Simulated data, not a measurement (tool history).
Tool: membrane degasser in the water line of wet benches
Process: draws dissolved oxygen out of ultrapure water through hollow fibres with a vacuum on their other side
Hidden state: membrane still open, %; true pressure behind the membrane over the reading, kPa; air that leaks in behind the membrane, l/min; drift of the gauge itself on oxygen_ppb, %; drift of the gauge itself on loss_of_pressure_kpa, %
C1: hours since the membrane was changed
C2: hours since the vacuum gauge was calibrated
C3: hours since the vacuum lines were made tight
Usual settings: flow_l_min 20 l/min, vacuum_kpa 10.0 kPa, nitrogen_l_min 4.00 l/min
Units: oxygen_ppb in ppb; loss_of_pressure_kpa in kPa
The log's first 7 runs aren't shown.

run 8 hour=301.6 | flow_l_min=17 vacuum_kpa=10.0 nitrogen_l_min=4.00 | C1=2334 C2=2240 C3=7773 | oxygen_ppb=160.4 loss_of_pressure_kpa=44.18
run 9 hour=356.9 | flow_l_min=23 vacuum_kpa=10.0 nitrogen_l_min=4.00 | C1=2390 C2=2295 C3=7828 | oxygen_ppb=310.5 loss_of_pressure_kpa=59.40
run 10 hour=401.8 | flow_l_min=23 vacuum_kpa=10.0 nitrogen_l_min=4.00 | C1=2435 C2=2340 C3=7873 | oxygen_ppb=303.9 loss_of_pressure_kpa=59.78
run 11 hour=466.4 | flow_l_min=20 vacuum_kpa=10.0 nitrogen_l_min=3.87 | C1=2499 C2=2404 C3=7938 | oxygen_ppb=231.7 loss_of_pressure_kpa=51.79
run 12 hour=521.5 | flow_l_min=20 vacuum_kpa=10.0 nitrogen_l_min=3.87 | C1=2554 C2=2459 C3=7993 | oxygen_ppb=231.0 loss_of_pressure_kpa=52.14
run 13 hour=575.6 | flow_l_min=20 vacuum_kpa=10.0 nitrogen_l_min=3.87 | C1=2608 C2=2514 C3=8047 | oxygen_ppb=229.1 loss_of_pressure_kpa=51.96
run 14 hour=642.2 | flow_l_min=20 vacuum_kpa=10.0 nitrogen_l_min=3.87 | C1=2675 C2=2580 C3=8114 | oxygen_ppb=236.8 loss_of_pressure_kpa=51.81
run 15 hour=711.3 | flow_l_min=20 vacuum_kpa=10.0 nitrogen_l_min=1.89 | C1=2744 C2=2649 C3=8183 | oxygen_ppb=313.8 loss_of_pressure_kpa=52.25
run 16 hour=763.8 | flow_l_min=20 vacuum_kpa=17.6 nitrogen_l_min=4.00 | C1=2797 C2=2702 C3=8235 | oxygen_ppb=311.6 loss_of_pressure_kpa=52.32
run 17 hour=807.8 | flow_l_min=18 vacuum_kpa=10.0 nitrogen_l_min=11.59 | C1=2841 C2=2746 C3=8279 | oxygen_ppb=137.9 loss_of_pressure_kpa=46.89
run 18 hour=866.0 | flow_l_min=18 vacuum_kpa=8.8 nitrogen_l_min=6.44 | C1=2899 C2=2804 C3=8337 | oxygen_ppb=145.9 loss_of_pressure_kpa=46.75
run 19 hour=906.9 | flow_l_min=26 vacuum_kpa=16.6 nitrogen_l_min=6.44 | C1=2940 C2=2845 C3=8378 | oxygen_ppb=415.7 loss_of_pressure_kpa=67.65
run 20 hour=947.2 | flow_l_min=19 vacuum_kpa=16.6 nitrogen_l_min=6.54 | C1=2980 C2=2885 C3=8419 | oxygen_ppb=224.2 loss_of_pressure_kpa=49.32
run 21 hour=1001.8 | flow_l_min=17 vacuum_kpa=16.6 nitrogen_l_min=6.54 | C1=3035 C2=2940 C3=8473 | oxygen_ppb=177.5 loss_of_pressure_kpa=44.24
run 22 hour=1051.0 | flow_l_min=17 vacuum_kpa=16.6 nitrogen_l_min=6.54 | C1=3084 C2=2989 C3=8522 | oxygen_ppb=177.5 loss_of_pressure_kpa=44.37
run 23 hour=1113.8 | flow_l_min=17 vacuum_kpa=16.6 nitrogen_l_min=6.54 | C1=3147 C2=3052 C3=8585 | oxygen_ppb=175.4 loss_of_pressure_kpa=44.00
run 24 hour=1154.8 | flow_l_min=17 vacuum_kpa=16.6 nitrogen_l_min=4.23 | C1=3188 C2=3093 C3=8626 | oxygen_ppb=218.5 loss_of_pressure_kpa=44.23
run 25 hour=1185.1 | flow_l_min=17 vacuum_kpa=10.0 nitrogen_l_min=4.00 | C1=3218 C2=3123 C3=8656 | oxygen_ppb=162.8 loss_of_pressure_kpa=44.02
run 26 hour=1250.3 | flow_l_min=27 vacuum_kpa=10.0 nitrogen_l_min=2.11 | C1=3283 C2=3188 C3=8722 | oxygen_ppb=497.6 loss_of_pressure_kpa=70.09
run 27 hour=1281.7 | flow_l_min=17 vacuum_kpa=20.2 nitrogen_l_min=2.11 | C1=3314 C2=3220 C3=8753 | oxygen_ppb=400.2 loss_of_pressure_kpa=44.15
run 28 hour=1328.8 | flow_l_min=17 vacuum_kpa=20.2 nitrogen_l_min=2.11 | C1=3362 C2=3267 C3=8800 | oxygen_ppb=405.2 loss_of_pressure_kpa=43.75
run 29 hour=1379.0 | flow_l_min=28 vacuum_kpa=10.0 nitrogen_l_min=4.00 | C1=3412 C2=3317 C3=8850 | oxygen_ppb=444.7 loss_of_pressure_kpa=72.73
run 30 hour=1422.2 | flow_l_min=16 vacuum_kpa=23.2 nitrogen_l_min=4.00 | C1=3455 C2=3360 C3=8894 | oxygen_ppb=267.4 loss_of_pressure_kpa=41.52
run 31 hour=1457.7 | flow_l_min=16 vacuum_kpa=23.2 nitrogen_l_min=4.00 | C1=3490 C2=3396 C3=8929 | oxygen_ppb=269.2 loss_of_pressure_kpa=41.61
run 32 hour=1507.6 | flow_l_min=21 vacuum_kpa=12.8 nitrogen_l_min=8.11 | C1=3540 C2=3446 C3=8979 | oxygen_ppb=230.1 loss_of_pressure_kpa=54.61

4 ways to go on from here, each from the tool as it stands after run 32. What would each give?
run A hour=1567.4 | flow_l_min=21 vacuum_kpa=20.8 nitrogen_l_min=8.11 | C1=3600 C2=3505 C3=9039 | oxygen_ppb=? loss_of_pressure_kpa=?
run B hour=1567.4 | flow_l_min=22 vacuum_kpa=10.0 nitrogen_l_min=3.10 | C1=3600 C2=3505 C3=9039 | oxygen_ppb=? loss_of_pressure_kpa=?
run C hour=1567.4 | flow_l_min=12 vacuum_kpa=8.3 nitrogen_l_min=4.00 | C1=3600 C2=3505 C3=9039 | oxygen_ppb=? loss_of_pressure_kpa=?
run D hour=1567.4 | flow_l_min=13 vacuum_kpa=10.0 nitrogen_l_min=4.00 | C1=3600 C2=3505 C3=9039 | oxygen_ppb=? loss_of_pressure_kpa=?

run=A oxygen_ppb=275.6 loss_of_pressure_kpa=54.72
run=B oxygen_ppb=301.9 loss_of_pressure_kpa=56.93
run=C oxygen_ppb=63.7 loss_of_pressure_kpa=31.01
run=D oxygen_ppb=90.7 loss_of_pressure_kpa=33.54
Without the tool's hidden state the same runs would have given:
run=A oxygen_ppb=275.5 loss_of_pressure_kpa=54.71
run=B oxygen_ppb=301.7 loss_of_pressure_kpa=56.92
run=C oxygen_ppb=63.7 loss_of_pressure_kpa=31.00
run=D oxygen_ppb=90.6 loss_of_pressure_kpa=33.53
